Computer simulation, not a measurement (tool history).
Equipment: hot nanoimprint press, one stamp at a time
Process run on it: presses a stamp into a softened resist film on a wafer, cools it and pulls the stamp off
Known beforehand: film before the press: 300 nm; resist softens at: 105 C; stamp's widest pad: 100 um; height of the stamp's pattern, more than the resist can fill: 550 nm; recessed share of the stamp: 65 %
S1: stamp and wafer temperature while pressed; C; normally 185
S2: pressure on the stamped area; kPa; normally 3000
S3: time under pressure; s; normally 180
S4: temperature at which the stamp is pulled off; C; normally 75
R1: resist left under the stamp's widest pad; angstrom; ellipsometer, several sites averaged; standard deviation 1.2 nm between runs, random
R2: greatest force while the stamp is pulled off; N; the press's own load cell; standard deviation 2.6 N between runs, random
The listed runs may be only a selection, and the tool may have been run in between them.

run	hour	S1	S2	S3	S4	R1	R2
1	0	185	3000	180	75	1672	165
# hour 17.6: stamp cleaned and given a new release coat
2	19.4	185	3000	180	66	1676	137
3	41.4	185	3000	180	66	1680	144
4	56.9	185	3000	180	66	1688	146
5	68.5	179	3000	180	75	1987	119
6	90	185	3000	180	75	1658	124
7	112.7	185	3000	180	75	1663	129
8	124.6	185	3000	180	75	1641	126
9	148.8	185	3000	180	75	1666	130
10	166.5	185	3000	180	75	1659	131
11	185.9	185	3000	180	75	1647	131
12	197.3	185	3000	180	75	1662	138
13	212.2	185	3000	180	75	1678	137
14	232.6	185	3000	344	75	1348	140
15	251.8	185	3000	344	75	1354	133
16	269.2	185	3000	116	75	1880	141
17	286.5	185	3000	104	75	1915	148
18	310.3	177	2930	99	64	2341	190
19	322.4	183	2930	99	83	2043	118
20	346.9	180	3880	101	70	1954	173
# hour 351.6: plate thermocouple calibrated
21	370.9	190	3000	111	75	1604	143
22	391	185	3020	156	75	1624	145
# hour 412.1: plate thermocouple calibrated, once more
23	415.4	185	2000	147	82	2186	147
24	431.2	185	2000	147	82	2178	141
25	444.2	185	1820	180	68	2180	198
# hour 452.5: stamp cleaned and given a new release coat
26	461.1	181	1920	295	78	2111	110
27	477.8	178	3000	180	75	2120	125
28	497.8	178	3000	180	75	2093	126
29	509.8	174	3000	164	75	2353	129

What if the next run were any one of these 5? Each begins from the tool's condition after run 29:
A	528.1	176	2460	190	75	?	?
B	528.1	185	3320	180	64	?	?
C	528.1	174	3000	164	75	?	?
D	528.1	186	3000	164	75	?	?
E	528.1	185	1870	180	75	?	?

run	R1	R2
A	2327	132
B	1681	162
C	2341	128
D	1744	131
E	2150	127
The same runs, with their run-to-run variation unchanged, on a tool lacking any hidden condition would have given:
run	R1	R2
A	2320	125
B	1662	153
C	2330	120
D	1728	123
E	2146	120

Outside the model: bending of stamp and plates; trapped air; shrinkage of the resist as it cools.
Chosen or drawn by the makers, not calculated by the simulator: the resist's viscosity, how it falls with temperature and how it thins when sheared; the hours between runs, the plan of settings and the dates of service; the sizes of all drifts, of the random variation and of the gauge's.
